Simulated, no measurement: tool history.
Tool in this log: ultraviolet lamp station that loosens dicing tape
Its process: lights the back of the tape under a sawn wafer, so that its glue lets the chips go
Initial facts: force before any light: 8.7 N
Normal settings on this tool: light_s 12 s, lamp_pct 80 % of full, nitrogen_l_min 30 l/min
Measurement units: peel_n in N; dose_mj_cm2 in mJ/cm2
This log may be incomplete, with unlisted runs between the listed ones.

run    hour  light_s  lamp_pct  nitrogen_l_min  peel_n  dose_mj_cm2
  1       0       12        80              30   0.805          528
       59.4  -- lamp changed
  2    59.4       12        80              30   0.826          519
  3   106.7       12        80              30   0.822          519
  4   157.2       12        67              30   1.188          438
  5   215.4       12        67              30    1.19          435
  6   244.4       12        80              27   0.904          517
  7   313.7       12        80              30   0.843          525
  8   379.2       12        80              30   0.823          515
  9   448.7        8        80              30   1.711          346
 10     502       17        80              30    0.33          740
 11     532       17        80              30    0.35          744
 12   598.3       12        80              30   0.845          522
      605.3  -- window cleaned of glue's vapour
 13   666.2       12        80              18   1.313          524
 14   700.3       12        80              18   1.332          520
 15   749.8       12        80              18   1.266          522
 16   784.9        8        80              30   1.796          346
 17   821.2       12        64               9   2.735          416
 18     878       12        64               9   2.775          418
 19   929.3       12        96              30   0.524          630
 20   972.6       12        96              30   0.526          626
 21    1032       14        64              24   1.146          487
 22    1073       14        64              24   1.148          485
 23  1132.5       14        64              24   1.153          485
 24  1171.1       19        64              24   0.577          660
 25  1237.6        7        80              20   2.628          305
 26  1286.7        7        80              20   2.698          307
     1328.2  -- window cleaned of glue's vapour
 27  1328.2       23        96              55   0.063         1195
 28  1372.8       23        96              55   0.067         1200
 29    1443        7        80              25   2.342          304

Predict each of these 5 candidate next runs independently; none follows another, all start after run 29:
  A  1506.8       12        80              45       ?            ?
  B  1506.8       11        73               9       ?            ?
  C  1506.8       21        82              41       ?            ?
  D  1506.8       12        80              41       ?            ?
  E  1506.8       15        80              25       ?            ?

run  peel_n  dose_mj_cm2
  A   0.589          519
  B   2.734          434
  C   0.132          933
  D   0.632          521
  E   0.577          652
Stripped of hidden state, with their random variation kept, the same runs would have yielded:
run  peel_n  dose_mj_cm2
  A   0.585          520
  B   2.725          435
  C   0.131          935
  D   0.628          523
  E   0.573          654

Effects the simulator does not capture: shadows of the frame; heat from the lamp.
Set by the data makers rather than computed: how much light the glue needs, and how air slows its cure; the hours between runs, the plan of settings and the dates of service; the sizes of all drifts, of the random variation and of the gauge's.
